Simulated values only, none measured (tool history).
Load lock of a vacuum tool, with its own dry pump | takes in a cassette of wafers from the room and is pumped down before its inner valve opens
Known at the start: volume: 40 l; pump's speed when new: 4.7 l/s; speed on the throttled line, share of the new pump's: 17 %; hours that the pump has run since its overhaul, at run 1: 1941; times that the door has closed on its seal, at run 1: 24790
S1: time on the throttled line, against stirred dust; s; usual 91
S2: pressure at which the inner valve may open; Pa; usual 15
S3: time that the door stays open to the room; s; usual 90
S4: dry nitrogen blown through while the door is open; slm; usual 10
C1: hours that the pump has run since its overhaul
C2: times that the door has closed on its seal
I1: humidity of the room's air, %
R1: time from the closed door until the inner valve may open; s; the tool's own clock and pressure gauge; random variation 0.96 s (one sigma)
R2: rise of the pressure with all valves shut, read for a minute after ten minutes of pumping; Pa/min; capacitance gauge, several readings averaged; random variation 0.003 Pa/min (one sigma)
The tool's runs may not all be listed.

Run 1, hour 0: usual settings; C1 1941; C2 24790; I1 44.9. Result: R1 152.2 s, R2 0.264 Pa/min.
Run 2, hour 579: usual settings but S1 57 s; C1 2520; C2 26386; I1 44.3. Result: R1 126.3 s, R2 0.285 Pa/min.
Run 3, hour 1221.5: usual settings but S1 57 s, S2 12 Pa; C1 3162; C2 28158; I1 45.3. Result: R1 127.7 s, R2 0.313 Pa/min.
Run 4, hour 1835.6: usual settings but S1 57 s, S2 12 Pa; C1 3777; C2 29851; I1 47.8. Result: R1 129.4 s, R2 0.337 Pa/min.
Run 5, hour 2408.8: usual settings but S2 29 Pa; C1 4350; C2 31431; I1 44.7. Result: R1 150.3 s, R2 0.346 Pa/min.
Run 6, hour 3043.8: usual settings but S2 29 Pa; C1 4985; C2 33181; I1 41.9. Result: R1 151.5 s, R2 0.385 Pa/min.
Run 7, hour 3392.4: usual settings but S2 29 Pa; C1 5333; C2 34142; I1 41.7. Result: R1 150.5 s, R2 0.394 Pa/min.
Run 8, hour 4016.9: usual settings but S2 29 Pa; C1 5958; C2 35864; I1 48.1. Result: R1 152.2 s, R2 0.43 Pa/min.
Run 9, hour 4552: usual settings; C1 6493; C2 37339; I1 44.6. Result: R1 159.6 s, R2 0.454 Pa/min.
Run 10, hour 4817.6: usual settings; C1 6759; C2 38071; I1 45.6. Result: R1 159.2 s, R2 0.47 Pa/min.
Run 11, hour 5117.2: usual settings; C1 7058; C2 38896; I1 46. Result: R1 160.4 s, R2 0.485 Pa/min.
Run 12, hour 5581.1: usual settings; C1 7522; C2 40175; I1 42.6. Result: R1 161.3 s, R2 0.501 Pa/min.
Run 13, hour 6108: usual settings; C1 8049; C2 41628; I1 46.8. Result: R1 160.4 s, R2 0.532 Pa/min.
Run 14, hour 6758.3: usual settings but S2 13 Pa; C1 8699; C2 43420; I1 46.7. Result: R1 165.2 s, R2 0.582 Pa/min.
Run 15, hour 7025.3: usual settings but S2 13 Pa; C1 8966; C2 44156; I1 45.2. Result: R1 164.7 s, R2 0.587 Pa/min.
Run 16, hour 7536.7: usual settings but S2 13 Pa; C1 9478; C2 45566; I1 44.7. Result: R1 164.7 s, R2 0.596 Pa/min.
At hour 7897.9: door's seal changed, seat wiped.
Run 17, hour 8112.9: usual settings but S2 24 Pa; C1 10052; C2 593; I1 46.6. Result: R1 160 s, R2 0.041 Pa/min.
Run 18, hour 8571.5: usual settings; C1 10511; C2 1857; I1 47.8. Result: R1 163.9 s, R2 0.049 Pa/min.
Run 19, hour 9059: usual settings but S3 47 s, S4 11 slm; C1 10998; C2 3200; I1 45.9. Result: R1 167 s, R2 0.046 Pa/min.
Run 20, hour 9679.6: usual settings but S3 47 s, S4 11 slm; C1 11619; C2 4911; I1 46.5. Result: R1 167.5 s, R2 0.055 Pa/min.
Run 21, hour 10212.3: usual settings but S3 47 s, S4 11 slm; C1 12152; C2 6380; I1 48.3. Result: R1 168 s, R2 0.065 Pa/min.
At hour 10795.2: dry pump taken out, an overhauled one fitted.
Run 22, hour 10803.1: usual settings but S3 89 s, S4 19 slm; C1 8; C2 7992; I1 44.7. Result: R1 153.1 s, R2 0.071 Pa/min.
Run 23, hour 11448.4: usual settings but S3 89 s, S4 19 slm; C1 653; C2 9771; I1 46. Result: R1 154.2 s, R2 0.085 Pa/min.
Run 24, hour 11825: usual settings but S2 17 Pa; C1 1030; C2 10809; I1 37.6. Result: R1 154.5 s, R2 0.103 Pa/min.
Run 25, hour 12408.6: usual settings but S2 17 Pa; C1 1613; C2 12418; I1 44.3. Result: R1 156 s, R2 0.114 Pa/min.
Run 26, hour 12990.8: usual settings but S2 17 Pa; C1 2196; C2 14022; I1 45. Result: R1 154.3 s, R2 0.135 Pa/min.
Run 27, hour 13629.8: usual settings but S2 17 Pa; C1 2835; C2 15784; I1 42.7. Result: R1 154.8 s, R2 0.148 Pa/min.
Run 28, hour 13987.6: usual settings but S2 17 Pa, S3 30 s; C1 3192; C2 16770; I1 44.4. Result: R1 157.9 s, R2 0.144 Pa/min.
Run 29, hour 14301.3: usual settings but S2 17 Pa, S3 30 s; C1 3506; C2 17635; I1 43.7. Result: R1 156.8 s, R2 0.151 Pa/min.
Run 30, hour 14657: usual settings but S2 22 Pa, S3 175 s; C1 3862; C2 18616; I1 44.7. Result: R1 153.6 s, R2 0.188 Pa/min.
Run 31, hour 15086.2: usual settings but S2 22 Pa, S3 175 s; C1 4291; C2 19799; I1 49.6. Result: R1 156.8 s, R2 0.215 Pa/min.
Run 32, hour 15669.8: usual settings but S1 161 s, S2 29 Pa, S3 154 s, S4 28 slm; C1 4875; C2 21407; I1 45.9. Result: R1 211.1 s, R2 0.197 Pa/min.
Run 33, hour 16201: usual settings but S1 155 s, S3 43 s, S4 8 slm; C1 5406; C2 22872; I1 49.1. Result: R1 211.8 s, R2 0.226 Pa/min.
Run 34, hour 16837.2: usual settings but S1 155 s, S3 43 s, S4 8 slm; C1 6042; C2 24625; I1 44.3. Result: R1 215.6 s, R2 0.25 Pa/min.
Run 35, hour 17481.3: usual settings but S1 155 s, S3 43 s, S4 8 slm; C1 6686; C2 26401; I1 50.3. Result: R1 213.1 s, R2 0.284 Pa/min.

Hidden state at the last listed run before each entry between runs and at the first one after, where it differs:
Between runs 16 and 17: door's seal changed, seat wiped (hour 7897.9)
  pump's speed, % of a new pump's: 83.5 -> 82.6; leak at the door's seal, Pa l/s: 0.3838 -> 0.0034
  measured less the result without the state, R1: +12.4 -> +12.2 s; R2: +0.556 -> +0.002 Pa/min
Between runs 21 and 22: dry pump taken out, an overhauled one fitted (hour 10795.2)
  pump's speed, % of a new pump's: 78.6 -> 96.9; leak at the door's seal, Pa l/s: 0.0226 -> 0.0304
  measured less the result without the state, R1: +16.4 -> +1.9 s; R2: +0.031 -> +0.043 Pa/min
